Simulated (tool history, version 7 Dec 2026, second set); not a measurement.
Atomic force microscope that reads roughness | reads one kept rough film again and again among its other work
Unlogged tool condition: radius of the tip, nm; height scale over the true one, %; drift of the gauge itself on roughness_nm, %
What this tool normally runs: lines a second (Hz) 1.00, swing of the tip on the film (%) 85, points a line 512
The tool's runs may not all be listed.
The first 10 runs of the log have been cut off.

run   hour  lines a second (Hz)  swing of the tip on the film (%)  points a line  pictures with this tip  hours of work since the height scale was calibrated  roughness of the kept film (nm (root mean square))
     135.3  -- new tip fitted
 11  141.8                 1.00                                89            512                      10                                                  179                                               1.906
 12  153.9                 1.00                                89            512                      28                                                  186                                               1.904
 13  169.4                 1.00                                89            512                      52                                                  194                                               1.892
 14  181.2                 1.00                                89            512                      70                                                  200                                               1.877
 15  194.9                 1.00                                85            512                      91                                                  207                                               1.937
 16  210.8                 1.00                                85            512                     116                                                  215                                               1.941
 17  224.6                 1.00                                85            512                     137                                                  223                                               1.926
 18  237.5                 1.00                                85            512                     157                                                  229                                               1.934
     239.2  -- new tip fitted
 19  257.2                 1.00                                85            512                      28                                                  239                                               1.940
 20  270.3                 1.00                                85            512                      48                                                  246                                               1.936
 21  289.7                 1.00                                85            512                      78                                                  256                                               1.916
 22  299.1                 1.00                                85            512                      92                                                  261                                               1.931
 23  312.3                 1.00                                85            512                     113                                                  268                                               1.931
 24  332.2                 1.00                                85            512                     143                                                  278                                               1.920
 25  340.7                 1.14                                85            512                     156                                                  283                                               1.909

Forecast run 26:
     342.3  -- new tip fitted
 26  350.6                 1.61                                85            669                      12                                                  288                                                   ?

{"run 26": {"roughness of the kept film (nm (root mean square))": 1.86}}
Were there no unlogged condition in the tool, this run, its random variation unchanged, would have produced roughness of the kept film (nm (root mean square)) 1.860.

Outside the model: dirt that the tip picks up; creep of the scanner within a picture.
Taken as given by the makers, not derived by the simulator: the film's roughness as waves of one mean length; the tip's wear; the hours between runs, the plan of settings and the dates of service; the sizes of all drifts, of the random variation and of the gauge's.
